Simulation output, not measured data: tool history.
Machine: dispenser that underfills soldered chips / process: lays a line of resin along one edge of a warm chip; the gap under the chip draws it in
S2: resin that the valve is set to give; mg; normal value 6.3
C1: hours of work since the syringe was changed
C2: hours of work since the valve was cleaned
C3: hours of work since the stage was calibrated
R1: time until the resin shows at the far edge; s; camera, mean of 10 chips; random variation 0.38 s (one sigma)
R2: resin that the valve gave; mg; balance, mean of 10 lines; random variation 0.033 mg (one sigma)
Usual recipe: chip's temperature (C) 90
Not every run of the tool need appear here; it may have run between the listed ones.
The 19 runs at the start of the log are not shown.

-- day=5.392 new syringe of resin
run 20 day=5.646 | chip's_temperature_(C)=76 S2=7.07 | C1=5 C2=58 C3=224 | R1=54.5 R2=6.98
-- day=5.738 new syringe of resin
run 21 day=5.846 | chip's_temperature_(C)=76 S2=7.07 | C1=2 C2=62 C3=228 | R1=49.7 R2=6.92
-- day=6.075 new syringe of resin
run 22 day=6.25 | chip's_temperature_(C)=93 S2=6.96 | C1=3 C2=69 C3=235 | R1=22.1 R2=6.85
-- day=6.412 new syringe of resin
run 23 day=6.488 | chip's_temperature_(C)=93 S2=6.96 | C1=1 C2=73 C3=239 | R1=21 R2=6.72
-- day=6.771 new syringe of resin
run 24 day=6.792 | chip's_temperature_(C)=86 S2=6.82 | C1=0 C2=78 C3=244 | R1=28.3 R2=6.62
-- day=7.125 dispensing valve cleaned and set on the balance
-- day=7.171 new syringe of resin
run 25 day=7.217 | chip's_temperature_(C)=86 S2=6.82 | C1=1 C2=1 C3=251 | R1=28.1 R2=6.82
run 26 day=7.446 | chip's_temperature_(C)=81 S2=7.7 | C1=5 C2=6 C3=255 | R1=43.4 R2=7.64
-- day=7.512 new syringe of resin
run 27 day=7.75 | chip's_temperature_(C)=90 S2=5.57 | C1=4 C2=11 C3=261 | R1=27.4 R2=5.56
-- day=7.867 new syringe of resin
run 28 day=7.958 | chip's_temperature_(C)=87 S2=5.51 | C1=2 C2=15 C3=264 | R1=28.7 R2=5.37
-- day=8.217 new syringe of resin
run 29 day=8.246 | chip's_temperature_(C)=87 S2=5.51 | C1=1 C2=20 C3=269 | R1=28.8 R2=5.47
-- day=8.567 new syringe of resin
run 30 day=8.604 | chip's_temperature_(C)=87 S2=5.51 | C1=1 C2=26 C3=276 | R1=28.5 R2=5.44
-- day=8.921 new syringe of resin
run 31 day=8.975 | chip's_temperature_(C)=87 S2=5.51 | C1=1 C2=32 C3=282 | R1=28.7 R2=5.38
-- day=9.254 new syringe of resin
run 32 day=9.35 | chip's_temperature_(C)=87 S2=5.51 | C1=2 C2=39 C3=289 | R1=29.6 R2=5.42
-- day=9.596 new syringe of resin
run 33 day=9.692 | chip's_temperature_(C)=87 S2=5.51 | C1=2 C2=45 C3=295 | R1=29.5 R2=5.45

What if the next run were any one of these 3? Each begins from the tool's condition after run 33:
run A day=9.912 | chip's_temperature_(C)=93 S2=5.52 | C1=6 C2=49 C3=299 | R1=? R2=?
run B day=9.912 | chip's_temperature_(C)=97 S2=5.51 | C1=6 C2=49 C3=299 | R1=? R2=?
run C day=9.912 | chip's_temperature_(C)=78 S2=6 | C1=6 C2=49 C3=299 | R1=? R2=?

run=A R1=25.3 R2=5.47
run=B R1=21.3 R2=5.45
run=C R1=52.8 R2=5.86
What these runs would have given with no unlogged condition in the tool:
run=A R1=19.5 R2=5.57
run=B R1=16.6 R2=5.55
run=C R1=40.8 R2=5.97

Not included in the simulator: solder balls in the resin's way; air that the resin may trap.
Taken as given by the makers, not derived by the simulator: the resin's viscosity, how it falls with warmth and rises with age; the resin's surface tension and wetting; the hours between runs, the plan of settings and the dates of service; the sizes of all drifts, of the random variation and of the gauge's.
